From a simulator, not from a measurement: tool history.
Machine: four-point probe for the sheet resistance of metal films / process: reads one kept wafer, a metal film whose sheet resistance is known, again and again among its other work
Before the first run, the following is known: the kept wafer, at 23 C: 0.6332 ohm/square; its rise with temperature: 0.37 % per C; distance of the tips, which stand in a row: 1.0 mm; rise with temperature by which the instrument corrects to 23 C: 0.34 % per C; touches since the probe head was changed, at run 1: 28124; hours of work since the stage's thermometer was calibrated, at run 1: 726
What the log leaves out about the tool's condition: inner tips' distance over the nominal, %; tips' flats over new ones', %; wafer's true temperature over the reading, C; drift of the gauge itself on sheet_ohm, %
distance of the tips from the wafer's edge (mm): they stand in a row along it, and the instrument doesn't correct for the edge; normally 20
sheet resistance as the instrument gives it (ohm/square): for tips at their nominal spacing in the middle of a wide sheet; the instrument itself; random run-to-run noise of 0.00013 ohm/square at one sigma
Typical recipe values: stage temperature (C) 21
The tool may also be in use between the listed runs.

run,hour,stage temperature (C),distance of the tips from the wafer's edge (mm),touches since the probe head was changed,hours of work since the stage's thermometer was calibrated,sheet resistance as the instrument gives it (ohm/square)
1,0,21,20,28124,726,0.633808
2,33.8,21,20,29198,749,0.633764
3,51.9,21,23,29776,762,0.633517
4,85.6,21,23,30848,786,0.633609
5,102.9,21,23,31396,798,0.633304
6,136.3,21,23,32459,821,0.633564
7,161.1,21,23,33246,839,0.633544
8,187.7,21,60,34092,857,0.63276
9,212.4,21,60,34879,875,0.6327
10,244.4,25,60,35898,897,0.633674
11,274.7,25,60,36860,918,0.633638
12,309,25,60,37952,942,0.63387
13,334.7,25,40,38769,960,0.633787
14,352,21,20,39319,972,0.633811
15,367.9,21,20,39824,983,0.633831
16,396.3,21,20,40728,1003,0.633849
17,413.7,21,20,41281,1016,0.633822
18,431.1,21,20,41836,1028,0.6337
19,447.2,24,20,42345,1039,0.634273
20,473.1,21,20,43170,1057,0.633627
21,504.4,21,20,44164,1079,0.633731
22,522.3,21,20,44735,1092,0.633694
23,552.8,21,3,45706,1113,0.668337
24,584,21,29,46697,1135,0.63314
25,598,21,31,47142,1145,0.633275
26,629.2,23,14,48135,1166,0.634931
27,648,23,20,48731,1180,0.633938
28,673.5,29,5,49545,1197,0.647617
29,699.1,25,5,50359,1215,0.646868
30,727.5,25,5,51261,1235,0.646922
31,743.7,21,16,51776,1247,0.634193
32,763.8,21,16,52414,1261,0.634244
33,785.2,21,16,53097,1276,0.63429
34,806.1,20,46,53759,1290,0.632838
35,836.3,20,46,54720,1311,0.632476
36,854,20,46,55282,1324,0.632821
37,871.1,22,13,55827,1336,0.635046
38,896.4,22,13,56634,1354,0.635053
39,917.3,22,13,57295,1368,0.635035
40,936.3,22,13,57903,1382,0.63513
41,953,28,59,58431,1393,0.634279
42,971,30,28,59004,1406,0.634938
43,989.4,22,34,59590,1419,0.633423
44,1003.9,22,40,60050,1429,0.633147
45,1037.1,22,40,61108,1452,0.633397

Below are 4 alternative next runs, each starting from the tool's condition after run 45. Predict each:
A,1068.8,32,13,62115,1474,?
B,1068.8,32,8,62115,1474,?
C,1068.8,31,57,62115,1474,?
D,1068.8,26,40,62115,1474,?

run,sheet resistance as the instrument gives it (ohm/square)
A,0.636546
B,0.639941
C,0.634918
D,0.634047
Without the tool's hidden state the same runs would have given:
run,sheet resistance as the instrument gives it (ohm/square)
A,0.636526
B,0.639921
C,0.634898
D,0.634027
